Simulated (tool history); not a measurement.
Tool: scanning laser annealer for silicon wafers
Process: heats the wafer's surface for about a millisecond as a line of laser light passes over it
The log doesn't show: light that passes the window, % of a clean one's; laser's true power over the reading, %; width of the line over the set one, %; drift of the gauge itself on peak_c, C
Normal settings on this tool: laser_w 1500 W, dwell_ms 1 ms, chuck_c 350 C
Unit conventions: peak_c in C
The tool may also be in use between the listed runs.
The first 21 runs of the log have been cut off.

run	hour	laser_w	dwell_ms	chuck_c	hours of work since the window was cleaned	hours of work since the power meter was calibrated	hours of work since the optics were aligned	peak_c
22	953.7	1300	0.85	365	248	1242	841	999
23	1018.6	1623	0.79	358	297	1291	891	1155
# hour 1024.3: window over the wafer cleaned, once more
24	1068.3	1553	0.71	379	33	1327	927	1122
25	1123	1282	0.97	350	75	1369	968	1026
26	1157.2	1284	1	350	101	1395	994	1033
27	1194.4	1299	1	350	129	1423	1023	1045
28	1230.5	1579	0.88	372	157	1450	1050	1196
29	1285.7	1579	0.84	325	198	1492	1092	1135
30	1334.3	1458	0.71	350	235	1529	1129	1034
# hour 1350: optics aligned, line set to its width
31	1387.7	1505	0.75	367	272	1566	29	1117
32	1439.1	1423	0.76	336	311	1605	68	1036
33	1480.3	1423	0.76	336	342	1636	99	1042
34	1514.6	1531	0.87	354	368	1662	125	1166
35	1571	1531	0.87	354	411	1705	168	1161
36	1617.9	1525	0.97	322	447	1741	203	1161
37	1661.3	1525	0.97	322	480	1774	236	1161
38	1723.2	1525	0.97	322	527	1821	283	1158
39	1759	1393	1.12	326	554	1848	310	1122
# hour 1813.5: window over the wafer cleaned
40	1821.1	1393	1.12	326	6	1893	356	1136
41	1878.3	1337	1.25	350	49	1937	399	1157
42	1939.8	1337	1.15	350	96	1984	446	1127

3 ways to go on from here, each from the tool as it stands after run 42. What would each give?
A	1975.1	1544	1	350	123	2010	473	?
B	1975.1	1401	0.94	350	123	2010	473	?
C	1975.1	1564	1.15	319	123	2010	473	?

run	peak_c
A	1222
B	1103
C	1258
What these runs would have given with no unlogged condition in the tool:
run	peak_c
A	1232
B	1112
C	1269

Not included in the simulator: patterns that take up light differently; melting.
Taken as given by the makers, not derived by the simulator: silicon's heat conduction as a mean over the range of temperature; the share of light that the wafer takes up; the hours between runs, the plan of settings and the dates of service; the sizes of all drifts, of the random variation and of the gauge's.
